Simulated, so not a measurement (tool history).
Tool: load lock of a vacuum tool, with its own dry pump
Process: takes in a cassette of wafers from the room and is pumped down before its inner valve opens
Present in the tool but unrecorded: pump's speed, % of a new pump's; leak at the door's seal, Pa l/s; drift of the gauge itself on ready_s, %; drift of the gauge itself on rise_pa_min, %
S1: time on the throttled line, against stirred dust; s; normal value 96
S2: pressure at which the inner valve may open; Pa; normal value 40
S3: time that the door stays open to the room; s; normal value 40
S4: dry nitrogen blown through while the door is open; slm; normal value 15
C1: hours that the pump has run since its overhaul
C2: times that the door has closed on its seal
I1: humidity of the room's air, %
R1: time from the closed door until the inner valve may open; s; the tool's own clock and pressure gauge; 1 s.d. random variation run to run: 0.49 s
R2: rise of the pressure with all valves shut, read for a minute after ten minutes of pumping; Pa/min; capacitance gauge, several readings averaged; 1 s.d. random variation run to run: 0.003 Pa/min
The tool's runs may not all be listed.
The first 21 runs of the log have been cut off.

| run | hour | S1 | S2 | S3 | S4 | C1 | C2 | I1 | R1 | R2 |
|---|---|---|---|---|---|---|---|---|---|---|
| 22 | 6374.3 | 96 | 56 | 40 | 5 | 1008 | 13256 | 41.7 | 139.6 | 0.049 |
| 23 | 6545.0 | 96 | 56 | 40 | 5 | 1179 | 13720 | 43.1 | 139.3 | 0.050 |
| 24 | 6839.5 | 96 | 56 | 40 | 5 | 1474 | 14520 | 46.5 | 139.2 | 0.049 |
| 25 | 7083.8 | 96 | 56 | 72 | 11 | 1718 | 15183 | 45.7 | 139.7 | 0.063 |
| 26 | 7396.7 | 60 | 65 | 40 | 26 | 2031 | 16033 | 45.6 | 106.1 | 0.031 |
| 27 | 7718.6 | 60 | 72 | 64 | 6 | 2353 | 16908 | 44.7 | 105.1 | 0.065 |
| 28 | 8034.6 | 96 | 40 | 45 | 15 | 2669 | 17766 | 47.8 | 141.1 | 0.043 |
| 29 | 8263.3 | 96 | 40 | 142 | 20 | 2897 | 18387 | 45.9 | 141.5 | 0.082 |
| 30 | 8610.4 | 96 | 40 | 142 | 20 | 3245 | 19330 | 43.9 | 141.8 | 0.074 |
| 31 | 8885.0 | 64 | 63 | 25 | 5 | 3519 | 20076 | 46.1 | 110.0 | 0.036 |
| 32 | 9232.2 | 104 | 56 | 47 | 7 | 3866 | 21020 | 46.7 | 147.3 | 0.057 |
|  | 9394.4 | door's seal changed, seat wiped |
| 33 | 9400.0 | 96 | 42 | 40 | 15 | 4033 | 15 | 42.5 | 141.6 | 0.029 |
| 34 | 9759.5 | 96 | 51 | 40 | 15 | 4392 | 992 | 42.4 | 139.7 | 0.038 |
| 35 | 10017.5 | 96 | 41 | 229 | 15 | 4650 | 1693 | 43.6 | 141.5 | 0.114 |

Here are 4 independent what-if runs from the current tool condition. What would each one return?
| A | 10378.5 | 125 | 41 | 229 | 17 | 5011 | 2673 | 44.0 | ? | ? |
| B | 10378.5 | 96 | 62 | 40 | 15 | 5011 | 2673 | 46.4 | ? | ? |
| C | 10378.5 | 49 | 41 | 60 | 15 | 5011 | 2673 | 43.5 | ? | ? |
| D | 10378.5 | 96 | 40 | 40 | 12 | 5011 | 2673 | 47.2 | ? | ? |

| run | R1 | R2 |
|---|---|---|
| A | 168.2 | 0.119 |
| B | 139.5 | 0.035 |
| C | 99.6 | 0.045 |
| D | 141.9 | 0.041 |
Take away the tool's hidden state, keep each run's random variation, and the runs would have read:
| run | R1 | R2 |
|---|---|---|
| A | 168.2 | 0.119 |
| B | 139.5 | 0.035 |
| C | 99.6 | 0.045 |
| D | 141.9 | 0.040 |
